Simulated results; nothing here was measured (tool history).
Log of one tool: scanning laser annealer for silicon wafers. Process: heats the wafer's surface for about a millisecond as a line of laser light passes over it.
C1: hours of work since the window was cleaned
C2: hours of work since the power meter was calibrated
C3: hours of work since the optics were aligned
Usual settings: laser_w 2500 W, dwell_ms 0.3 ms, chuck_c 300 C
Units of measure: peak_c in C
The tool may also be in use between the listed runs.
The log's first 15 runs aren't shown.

Run 16, hour 137.4: usual settings but laser_w 2182 W; C1 701; C2 279; C3 604. Result: peak_c 968 C.
Run 17, hour 147.3: usual settings but laser_w 2182 W; C1 705; C2 283; C3 608. Result: peak_c 971 C.
Run 18, hour 160.5: usual settings but laser_w 2182 W; C1 710; C2 288; C3 613. Result: peak_c 970 C.
Run 19, hour 173.1: usual settings but laser_w 2182 W; C1 716; C2 293; C3 618. Result: peak_c 972 C.
Run 20, hour 179.4: usual settings; C1 718; C2 296; C3 621. Result: peak_c 1079 C.
Run 21, hour 186.6: usual settings but laser_w 2655 W; C1 721; C2 299; C3 624. Result: peak_c 1132 C.
Run 22, hour 192.8: usual settings but laser_w 2655 W; C1 724; C2 302; C3 626. Result: peak_c 1131 C.
At hour 201.1: window over the wafer cleaned.
Run 23, hour 207.4: usual settings but laser_w 2715 W, dwell_ms 0.34 ms, chuck_c 315 C; C1 3; C2 307; C3 632. Result: peak_c 1217 C.
Run 24, hour 221.2: usual settings but laser_w 2715 W, dwell_ms 0.34 ms, chuck_c 284 C; C1 8; C2 312; C3 637. Result: peak_c 1187 C.
Run 25, hour 229.6: usual settings but laser_w 2724 W, dwell_ms 0.249 ms, chuck_c 323 C; C1 12; C2 316; C3 641. Result: peak_c 1112 C.
Run 26, hour 236.2: usual settings but laser_w 2339 W, dwell_ms 0.249 ms, chuck_c 323 C; C1 14; C2 319; C3 643. Result: peak_c 990 C.
Run 27, hour 246: usual settings but dwell_ms 0.257 ms, chuck_c 326 C; C1 18; C2 323; C3 647. Result: peak_c 1053 C.
Run 28, hour 258.6: usual settings but dwell_ms 0.211 ms, chuck_c 326 C; C1 24; C2 328; C3 653. Result: peak_c 991 C.
Run 29, hour 268.9: usual settings but laser_w 2282 W, dwell_ms 0.36 ms, chuck_c 309 C; C1 28; C2 332; C3 657. Result: peak_c 1073 C.
Run 30, hour 279.8: usual settings but dwell_ms 0.28 ms; C1 32; C2 336; C3 661. Result: peak_c 1055 C.
Run 31, hour 291: usual settings but laser_w 2288 W, dwell_ms 0.28 ms, chuck_c 283 C; C1 37; C2 341; C3 666. Result: peak_c 969 C.
Run 32, hour 305.9: usual settings but laser_w 2288 W, dwell_ms 0.28 ms, chuck_c 283 C; C1 43; C2 347; C3 672. Result: peak_c 968 C.
Run 33, hour 317.2: usual settings but chuck_c 307 C; C1 48; C2 352; C3 677. Result: peak_c 1084 C.
Run 34, hour 323.8: usual settings but chuck_c 307 C; C1 50; C2 354; C3 679. Result: peak_c 1086 C.
Run 35, hour 334.9: usual settings but laser_w 2667 W, dwell_ms 0.367 ms, chuck_c 307 C; C1 55; C2 359; C3 684. Result: peak_c 1216 C.
Run 36, hour 342.6: usual settings but laser_w 2563 W, chuck_c 297 C; C1 58; C2 362; C3 687. Result: peak_c 1097 C.
Run 37, hour 352: usual settings but laser_w 2703 W, dwell_ms 0.215 ms, chuck_c 326 C; C1 62; C2 366; C3 691. Result: peak_c 1058 C.
Run 38, hour 365.6: usual settings but laser_w 2703 W, dwell_ms 0.283 ms, chuck_c 306 C; C1 67; C2 372; C3 696. Result: peak_c 1134 C.
Run 39, hour 375.7: usual settings but laser_w 2245 W, dwell_ms 0.344 ms, chuck_c 316 C; C1 72; C2 376; C3 701. Result: peak_c 1051 C.

What will run 40 give?
Run 40, hour 384.9: usual settings but laser_w 2414 W, dwell_ms 0.254 ms, chuck_c 327 C; C1 75; C2 380; C3 704. Result: peak_c ?.

peak_c: 1027 C
Take away the tool's hidden state, keep the run-to-run variation as it was, and the same run would have given peak_c 1027 C.
